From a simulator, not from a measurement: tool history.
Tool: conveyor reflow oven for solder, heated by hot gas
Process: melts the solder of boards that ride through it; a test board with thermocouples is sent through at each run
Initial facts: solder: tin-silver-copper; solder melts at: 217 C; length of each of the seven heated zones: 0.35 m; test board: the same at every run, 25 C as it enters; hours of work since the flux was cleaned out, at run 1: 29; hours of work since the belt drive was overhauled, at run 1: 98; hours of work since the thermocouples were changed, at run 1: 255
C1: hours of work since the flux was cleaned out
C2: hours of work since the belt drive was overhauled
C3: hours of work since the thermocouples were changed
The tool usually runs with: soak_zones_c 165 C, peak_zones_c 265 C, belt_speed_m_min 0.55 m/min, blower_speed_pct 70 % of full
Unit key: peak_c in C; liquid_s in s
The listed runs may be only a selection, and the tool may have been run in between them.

Run 1, hour 0: usual settings; C1 29; C2 98; C3 255. Result: peak_c 247.5 C, liquid_s 51.5 s.
Run 2, hour 19.7: usual settings but peak_zones_c 261 C; C1 40; C2 109; C3 266. Result: peak_c 243.8 C, liquid_s 48 s.
Run 3, hour 43.8: usual settings; C1 53; C2 122; C3 279. Result: peak_c 246.9 C, liquid_s 50.3 s.
Run 4, hour 69.3: usual settings; C1 66; C2 135; C3 293. Result: peak_c 247 C, liquid_s 51.2 s.
Run 5, hour 84.4: usual settings; C1 74; C2 144; C3 301. Result: peak_c 247 C, liquid_s 49.9 s.
Run 6, hour 103.3: usual settings; C1 85; C2 154; C3 311. Result: peak_c 247.3 C, liquid_s 50.5 s.
Run 7, hour 122.2: usual settings; C1 95; C2 164; C3 321. Result: peak_c 246.4 C, liquid_s 49.3 s.
Run 8, hour 145.7: usual settings; C1 108; C2 177; C3 334. Result: peak_c 246.4 C, liquid_s 49.8 s.
Run 9, hour 162.4: usual settings; C1 117; C2 186; C3 343. Result: peak_c 246.5 C, liquid_s 49.8 s.
Run 10, hour 178.1: usual settings; C1 125; C2 194; C3 351. Result: peak_c 246 C, liquid_s 48.8 s.
Run 11, hour 202.6: usual settings; C1 138; C2 207; C3 365. Result: peak_c 246.9 C, liquid_s 50.1 s.
Run 12, hour 227.1: usual settings; C1 151; C2 220; C3 378. Result: peak_c 246.1 C, liquid_s 49.9 s.
Run 13, hour 249.1: usual settings but blower_speed_pct 64 % of full; C1 163; C2 232; C3 390. Result: peak_c 245.3 C, liquid_s 46.7 s.
Run 14, hour 263.5: usual settings but soak_zones_c 175 C, blower_speed_pct 67 % of full; C1 171; C2 240; C3 397. Result: peak_c 247.2 C, liquid_s 54.4 s.
Run 15, hour 287.1: usual settings but soak_zones_c 158 C, blower_speed_pct 54 % of full; C1 184; C2 253; C3 410. Result: peak_c 241.1 C, liquid_s 40.8 s.
Run 16, hour 303.5: usual settings but soak_zones_c 171 C; C1 193; C2 262; C3 419. Result: peak_c 246.9 C, liquid_s 51.9 s.
Run 17, hour 317.1: usual settings but soak_zones_c 156 C; C1 200; C2 269; C3 426. Result: peak_c 244 C, liquid_s 44.9 s.
Run 18, hour 333.7: usual settings but soak_zones_c 156 C; C1 209; C2 278; C3 435. Result: peak_c 244.2 C, liquid_s 43.5 s.
Run 19, hour 358.6: usual settings but soak_zones_c 156 C; C1 222; C2 291; C3 449. Result: peak_c 243.3 C, liquid_s 44.3 s.
Run 20, hour 376.8: usual settings but peak_zones_c 269 C, belt_speed_m_min 0.614 m/min; C1 232; C2 301; C3 459. Result: peak_c 244.6 C, liquid_s 42.6 s.
Run 21, hour 390.3: usual settings but peak_zones_c 269 C, belt_speed_m_min 0.614 m/min; C1 239; C2 309; C3 466. Result: peak_c 244.4 C, liquid_s 41.7 s.
Run 22, hour 408.4: usual settings but peak_zones_c 269 C, belt_speed_m_min 0.614 m/min; C1 249; C2 318; C3 476. Result: peak_c 245.1 C, liquid_s 41.8 s.
Run 23, hour 423.4: usual settings but peak_zones_c 257 C, belt_speed_m_min 0.614 m/min; C1 257; C2 326; C3 484. Result: peak_c 234.4 C, liquid_s 32.7 s.
Run 24, hour 441.5: usual settings but soak_zones_c 160 C, belt_speed_m_min 0.554 m/min, blower_speed_pct 62 % of full; C1 267; C2 336; C3 493. Result: peak_c 242.1 C, liquid_s 43 s.
Run 25, hour 453.4: usual settings but belt_speed_m_min 0.493 m/min; C1 274; C2 343; C3 500. Result: peak_c 248.4 C, liquid_s 59 s.

How would selected steps in peak_c from run to run divide? Give the signed amount a tool lacking its hidden state would still show from settings, what came in and random variation, and the signed amount left for the hidden state, including any gauge scatter that is not in both of the compared results.
Hidden state at play: heat that the gas passes to the board, % of a clean oven's; belt's true speed, % of the reading; true gas temperature in zones 6 and 7 over the reading, C; drift of the gauge itself on peak_c, C; drift of the gauge itself on liquid_s, %.
Run 4 -> 5: no setting changed, nothing entered. peak_c +0 C: hidden state -0.2, all else +0.2.
Run 16 -> 17: soak_zones_c 171 -> 156. peak_c -2.9 C: hidden state -0.3, all else -2.6.
Run 22 -> 23: peak_zones_c 269 -> 257. peak_c -10.7 C: hidden state +0.1, all else -10.8.
Run 23 -> 24: soak_zones_c 165 -> 160, peak_zones_c 257 -> 265, belt_speed_m_min 0.614 -> 0.554, blower_speed_pct 70 -> 62. peak_c +7.7 C: hidden state -0.1, all else +7.8.

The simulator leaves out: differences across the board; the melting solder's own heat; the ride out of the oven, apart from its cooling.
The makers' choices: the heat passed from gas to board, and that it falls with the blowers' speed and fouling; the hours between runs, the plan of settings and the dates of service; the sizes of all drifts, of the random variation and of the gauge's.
